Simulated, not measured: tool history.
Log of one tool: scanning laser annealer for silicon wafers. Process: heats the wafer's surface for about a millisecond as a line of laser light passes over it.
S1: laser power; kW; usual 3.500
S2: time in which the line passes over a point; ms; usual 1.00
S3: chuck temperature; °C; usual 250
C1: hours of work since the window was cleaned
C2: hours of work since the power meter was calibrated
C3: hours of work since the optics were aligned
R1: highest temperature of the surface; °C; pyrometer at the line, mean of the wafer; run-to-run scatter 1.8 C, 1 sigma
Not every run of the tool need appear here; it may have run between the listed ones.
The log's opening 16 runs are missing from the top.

| run | hour | S1 | S2 | S3 | C1 | C2 | C3 | R1 |
|---|---|---|---|---|---|---|---|---|
| 17 | 125.9 | 3.500 | 0.78 | 250 | 190 | 205 | 141 | 863 |
| 18 | 133.6 | 3.500 | 0.78 | 250 | 193 | 208 | 144 | 861 |
| 19 | 144.5 | 3.169 | 0.93 | 220 | 198 | 213 | 149 | 811 |
| 20 | 154.8 | 3.079 | 0.85 | 216 | 202 | 217 | 153 | 759 |
| 21 | 162.3 | 3.079 | 0.85 | 216 | 205 | 220 | 157 | 760 |
| 22 | 169.8 | 3.694 | 0.77 | 229 | 209 | 224 | 160 | 876 |
| 23 | 175.5 | 3.694 | 0.77 | 229 | 211 | 226 | 162 | 878 |
| 24 | 181.0 | 3.584 | 0.82 | 288 | 213 | 228 | 165 | 932 |
| 25 | 186.8 | 3.500 | 0.97 | 286 | 216 | 231 | 167 | 969 |
| 26 | 196.3 | 3.500 | 0.97 | 286 | 220 | 235 | 171 | 972 |
| 27 | 206.1 | 3.500 | 0.97 | 286 | 224 | 239 | 175 | 967 |
| 28 | 215.7 | 3.500 | 1.18 | 250 | 228 | 243 | 179 | 1007 |
| 29 | 225.5 | 3.500 | 0.79 | 250 | 232 | 247 | 183 | 857 |
| 30 | 234.1 | 3.500 | 0.80 | 250 | 236 | 251 | 187 | 863 |
| 31 | 239.4 | 3.500 | 1.00 | 283 | 238 | 253 | 189 | 973 |
| 32 | 245.6 | 3.500 | 1.00 | 283 | 241 | 256 | 192 | 974 |
| 33 | 255.1 | 3.500 | 1.00 | 283 | 245 | 260 | 196 | 973 |
| 34 | 260.7 | 3.500 | 1.00 | 283 | 247 | 262 | 198 | 974 |
| 35 | 265.3 | 3.388 | 1.00 | 252 | 249 | 264 | 200 | 913 |
| 36 | 274.3 | 3.388 | 1.00 | 252 | 253 | 268 | 204 | 913 |

What if the next run were any one of these 4? Each begins from the tool's condition after run 36:
| A | 278.9 | 3.500 | 0.95 | 250 | 255 | 270 | 206 | ? |
| B | 278.9 | 3.459 | 0.99 | 289 | 255 | 270 | 206 | ? |
| C | 278.9 | 3.104 | 1.04 | 215 | 255 | 270 | 206 | ? |
| D | 278.9 | 3.518 | 1.00 | 228 | 255 | 270 | 206 | ? |

| run | R1 |
|---|---|
| A | 919 |
| B | 962 |
| C | 815 |
| D | 920 |
Take away the tool's hidden state, keep each run's random variation, and the runs would have read:
| run | R1 |
|---|---|
| A | 961 |
| B | 1004 |
| C | 853 |
| D | 963 |
